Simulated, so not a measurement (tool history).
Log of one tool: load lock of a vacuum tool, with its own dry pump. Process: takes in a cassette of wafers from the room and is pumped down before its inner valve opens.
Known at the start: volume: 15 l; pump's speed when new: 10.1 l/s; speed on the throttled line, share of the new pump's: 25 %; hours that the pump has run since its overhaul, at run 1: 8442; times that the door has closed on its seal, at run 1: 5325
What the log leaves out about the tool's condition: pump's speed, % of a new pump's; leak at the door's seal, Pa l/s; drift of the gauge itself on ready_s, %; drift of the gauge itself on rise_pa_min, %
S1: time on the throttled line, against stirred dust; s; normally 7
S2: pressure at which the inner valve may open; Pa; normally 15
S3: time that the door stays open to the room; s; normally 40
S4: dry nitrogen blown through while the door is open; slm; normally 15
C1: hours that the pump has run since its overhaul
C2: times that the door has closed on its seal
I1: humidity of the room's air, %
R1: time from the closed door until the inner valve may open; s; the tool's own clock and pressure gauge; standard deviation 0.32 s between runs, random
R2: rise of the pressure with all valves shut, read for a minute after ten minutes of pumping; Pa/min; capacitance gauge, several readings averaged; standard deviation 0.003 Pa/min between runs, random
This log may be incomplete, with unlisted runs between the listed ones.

run	hour	S1	S2	S3	S4	C1	C2	I1	R1	R2
1	0	7	15	40	15	8442	5325	45.4	19.9	0.081
2	64.8	7	14	40	15	8507	5445	46.8	20.2	0.086
3	133.3	6	15	40	15	8575	5571	45.2	19.6	0.085
4	207.5	6	15	40	15	8649	5708	44.7	19.3	0.076
5	279	7	15	40	35	8721	5840	46	19.9	0.067
6	345.1	7	15	40	35	8787	5962	45.7	20.3	0.067
7	403.3	7	15	40	15	8845	6069	46.7	19.8	0.085
8	478.4	7	15	40	15	8920	6208	43.9	20.1	0.078
9	533.9	7	15	210	15	8976	6310	43.8	19.9	0.117
10	597.7	7	15	40	15	9040	6428	48	19.7	0.088
11	675.6	7	15	40	15	9118	6572	43.1	20.3	0.084
12	741.8	7	15	40	15	9184	6694	48	20.3	0.094
13	821	7	15	40	15	9263	6840	46.3	20.1	0.09
14	911.2	7	15	40	15	9353	7006	48.4	20.2	0.092
15	952	7	15	120	15	9394	7082	44	20.5	0.108
16	1046.5	7	15	120	15	9488	7256	44.5	19.9	0.108
17	1099	7	15	120	15	9541	7353	44.9	19.8	0.106
18	1187.8	7	15	40	15	9630	7517	47	20.3	0.095
19	1250.8	7	14	40	15	9693	7633	45.2	20.2	0.093
20	1344.7	14	15	48	15	9787	7806	46.1	25.3	0.102
21	1421	7	12	40	15	9863	7947	43.9	20.7	0.089
22	1513	7	12	40	15	9955	8117	44	20.6	0.094
23	1589.4	7	25	40	15	10031	8258	47.9	18.9	0.093
24	1678.6	7	29	39	13	10121	8422	46	18.7	0.095
25	1767.1	6	29	39	9	10209	8586	44.5	18.2	0.107
26	1824.5	7	12	39	9	10266	8692	41.5	20.3	0.107
27	1870.2	10	12	39	26	10312	8776	47.5	22.6	0.088
28	1961.4	11	23	64	15	10403	8944	47.3	22.6	0.11
29	2005	8	23	42	9	10447	9025	41.3	20.2	0.108
30	2053.4	8	23	42	9	10495	9114	43.6	20.7	0.105
31	2127.7	8	23	42	9	10570	9251	45.8	20	0.116
32	2189.9	8	23	42	9	10632	9366	41.4	20	0.109
33	2285.6	8	23	42	9	10727	9542	46.6	20.1	0.111
34	2380.1	6	10	144	6	10822	9717	48.3	20.5	0.166
35	2439.6	6	10	144	6	10882	9827	46	20.6	0.156
36	2528.5	6	10	144	6	10970	9991	44.8	20.7	0.155
37	2625.4	9	12	44	33	11067	10169	44	22.5	0.089
38	2704.9	9	12	44	33	11147	10316	44.4	22.5	0.089

Each row is a separate what-if for the run after 38, all from the same tool condition, not one after another. Results?
A	2799.7	10	19	225	15	11242	10491	44.6	?	?
B	2799.7	7	21	40	15	11242	10491	47.2	?	?
C	2799.7	10	12	238	24	11242	10491	48.9	?	?

run	R1	R2
A	22	0.144
B	19.8	0.113
C	22.9	0.126
Had the tool no hidden state, the same runs would have come out as:
run	R1	R2
A	20.1	0.09
B	17.8	0.059
C	20.8	0.072
